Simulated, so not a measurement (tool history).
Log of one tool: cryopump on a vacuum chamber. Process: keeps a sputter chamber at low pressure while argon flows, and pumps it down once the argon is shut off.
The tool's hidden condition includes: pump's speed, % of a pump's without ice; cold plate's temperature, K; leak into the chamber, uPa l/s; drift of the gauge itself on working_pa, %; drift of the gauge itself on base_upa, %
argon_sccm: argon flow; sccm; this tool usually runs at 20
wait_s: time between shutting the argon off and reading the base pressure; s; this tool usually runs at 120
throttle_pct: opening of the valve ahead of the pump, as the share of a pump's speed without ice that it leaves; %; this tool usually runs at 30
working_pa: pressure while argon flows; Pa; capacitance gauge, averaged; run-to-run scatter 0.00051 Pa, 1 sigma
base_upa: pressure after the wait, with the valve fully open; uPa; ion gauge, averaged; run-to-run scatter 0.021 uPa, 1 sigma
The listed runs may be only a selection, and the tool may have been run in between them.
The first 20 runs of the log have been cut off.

run    hour  argon_sccm  wait_s  throttle_pct  hours of work since the pump was warmed up and emptied  hours of work since the cold head was overhauled  hours of work since the chamber's fittings were tightened  working_pa  base_upa
 21   738.1          31      42            30                                                     345                                               977                                                        420      0.0780      0.83
 22   785.2          11      98            32                                                     381                                              1013                                                        456      0.0254      0.52
 23   807.4          30      66            20                                                     399                                              1030                                                        474      0.1115      0.68
 24   843.6          30      66            20                                                     427                                              1058                                                        502      0.1114      0.70
 25   873.4          32      25            54                                                     450                                              1082                                                        525      0.0478      1.20
 26   899.5           8     223            54                                                     470                                              1102                                                        545      0.0120      0.45
 27   950.8          12     237            30                                                     510                                              1142                                                        585      0.0314      0.50
 28   978.9          12     205            52                                                     532                                              1164                                                        607      0.0178      0.50
 29  1003.2          12      83            49                                                     551                                              1182                                                        626      0.0201      0.66
 30  1049.4          14     166            22                                                     587                                              1218                                                        661      0.0486      0.55
 31  1087.5          14     166            22                                                     616                                              1248                                                        691      0.0485      0.54
     1115.2  -- pump warmed up, emptied and cooled again
 32  1142.5          14     166            22                                                      21                                              1287                                                        730      0.0449      0.43

Run 33 comes next. What will it give?
 33  1171.4          24     120            30                                                      44                                              1309                                                        752           ?         ?

{"run 33": {"working_pa": 0.0575, "base_upa": 0.54}}
With no hidden state in the tool, this same run would have given working_pa 0.0570 Pa, base_upa 0.32 uPa.
